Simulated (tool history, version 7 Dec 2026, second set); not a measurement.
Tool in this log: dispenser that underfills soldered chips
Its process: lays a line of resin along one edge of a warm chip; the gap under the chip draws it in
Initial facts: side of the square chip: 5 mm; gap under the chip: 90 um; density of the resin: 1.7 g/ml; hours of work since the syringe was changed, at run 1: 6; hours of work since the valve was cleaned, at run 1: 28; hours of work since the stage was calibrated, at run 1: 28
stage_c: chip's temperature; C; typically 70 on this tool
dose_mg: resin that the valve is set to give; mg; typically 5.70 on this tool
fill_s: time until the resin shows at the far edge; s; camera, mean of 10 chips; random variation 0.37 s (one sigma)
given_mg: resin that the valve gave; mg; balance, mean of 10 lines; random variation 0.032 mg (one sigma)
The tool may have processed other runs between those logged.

| run | hour | stage_c | dose_mg | hours of work since the syringe was changed | hours of work since the valve was cleaned | hours of work since the stage was calibrated | fill_s | given_mg |
|---|---|---|---|---|---|---|---|---|
| 1 | 0.0 | 70 | 5.70 | 6 | 28 | 28 | 26.8 | 5.60 |
|  | 4.8 | new syringe of resin |
| 2 | 4.9 | 70 | 5.70 | 0 | 30 | 31 | 21.8 | 5.64 |
| 3 | 13.5 | 70 | 5.70 | 5 | 36 | 37 | 26.1 | 5.67 |
|  | 19.1 | new syringe of resin |
| 4 | 19.9 | 74 | 5.70 | 1 | 40 | 41 | 18.6 | 5.58 |
| 5 | 27.9 | 74 | 5.70 | 5 | 45 | 46 | 22.2 | 5.55 |
|  | 33.3 | new syringe of resin |
| 6 | 35.8 | 74 | 5.70 | 2 | 49 | 50 | 19.6 | 5.57 |
| 7 | 40.4 | 74 | 5.70 | 4 | 52 | 53 | 22.2 | 5.53 |
|  | 47.9 | new syringe of resin |
| 8 | 48.6 | 74 | 5.70 | 0 | 57 | 58 | 18.7 | 5.51 |
| 9 | 52.4 | 70 | 5.70 | 3 | 60 | 61 | 23.1 | 5.53 |
| 10 | 57.3 | 70 | 5.70 | 6 | 63 | 64 | 26.4 | 5.52 |
|  | 62.5 | new syringe of resin |
| 11 | 64.8 | 70 | 5.70 | 1 | 67 | 68 | 23.2 | 5.52 |
| 12 | 68.9 | 68 | 5.70 | 4 | 70 | 71 | 26.9 | 5.53 |
|  | 76.6 | new syringe of resin |
| 13 | 77.9 | 68 | 5.70 | 1 | 75 | 76 | 24.1 | 5.55 |
| 14 | 84.1 | 68 | 5.70 | 5 | 79 | 80 | 27.6 | 5.46 |
|  | 91.2 | new syringe of resin |
| 15 | 92.3 | 68 | 5.70 | 1 | 84 | 85 | 24.0 | 5.44 |
| 16 | 97.4 | 68 | 5.70 | 4 | 87 | 88 | 26.0 | 5.45 |
|  | 105.4 | new syringe of resin |
| 17 | 105.8 | 68 | 5.70 | 0 | 92 | 93 | 22.9 | 5.45 |
| 18 | 111.2 | 68 | 5.70 | 4 | 96 | 97 | 25.4 | 5.41 |
| 19 | 115.9 | 70 | 5.84 | 7 | 99 | 99 | 25.2 | 5.54 |
|  | 119.9 | new syringe of resin |
| 20 | 122.9 | 65 | 5.21 | 2 | 103 | 104 | 28.7 | 4.92 |
| 21 | 129.3 | 61 | 6.18 | 6 | 107 | 108 | 38.0 | 5.93 |
|  | 132.9 | dispensing valve cleaned and set on the balance |
|  | 135.5 | new syringe of resin |
| 22 | 138.5 | 57 | 5.49 | 2 | 3 | 113 | 39.1 | 5.57 |
| 23 | 142.9 | 79 | 5.93 | 5 | 6 | 115 | 17.2 | 5.89 |
| 24 | 147.6 | 83 | 5.72 | 8 | 9 | 118 | 16.8 | 5.67 |
|  | 150.1 | new syringe of resin |
| 25 | 154.7 | 62 | 5.72 | 3 | 13 | 123 | 32.3 | 5.70 |
| 26 | 161.2 | 72 | 6.73 | 7 | 17 | 127 | 24.1 | 6.71 |
|  | 164.3 | new syringe of resin |
| 27 | 167.6 | 74 | 4.93 | 2 | 21 | 130 | 20.0 | 4.85 |
| 28 | 175.2 | 85 | 5.10 | 7 | 26 | 135 | 14.8 | 5.07 |
|  | 178.4 | new syringe of resin |
| 29 | 181.2 | 75 | 5.70 | 2 | 29 | 139 | 18.6 | 5.65 |
| 30 | 187.3 | 66 | 5.30 | 6 | 33 | 143 | 30.7 | 5.20 |
|  | 193.1 | new syringe of resin |
| 31 | 196.3 | 63 | 5.35 | 2 | 39 | 148 | 31.4 | 5.31 |
| 32 | 201.2 | 63 | 5.35 | 5 | 42 | 151 | 33.6 | 5.23 |
| 33 | 206.2 | 76 | 5.70 | 8 | 45 | 154 | 21.1 | 5.52 |
|  | 207.6 | new syringe of resin |
| 34 | 212.7 | 76 | 4.96 | 3 | 49 | 158 | 18.2 | 4.91 |
| 35 | 219.1 | 65 | 5.74 | 7 | 53 | 162 | 32.9 | 5.60 |
|  | 222.1 | new syringe of resin |
| 36 | 227.1 | 76 | 5.70 | 3 | 58 | 167 | 17.6 | 5.51 |
| 37 | 233.3 | 74 | 6.93 | 7 | 62 | 171 | 22.1 | 6.73 |

3 ways to go on from here, each from the tool as it stands after run 37. What would each give?
|  | 236.2 | new syringe of resin |
| A | 238.3 | 75 | 5.70 | 1 | 64 | 174 | ? | ? |
|  | 236.2 | new syringe of resin |
| B | 238.3 | 81 | 5.70 | 1 | 64 | 174 | ? | ? |
|  | 236.2 | new syringe of resin |
| C | 238.3 | 60 | 6.77 | 1 | 64 | 174 | ? | ? |

| run | fill_s | given_mg |
|---|---|---|
| A | 17.7 | 5.56 |
| B | 13.4 | 5.54 |
| C | 32.5 | 6.59 |
With no hidden state in the tool, these same runs would have given:
| run | fill_s | given_mg |
|---|---|---|
| A | 17.7 | 5.73 |
| B | 13.3 | 5.72 |
| C | 32.6 | 6.80 |
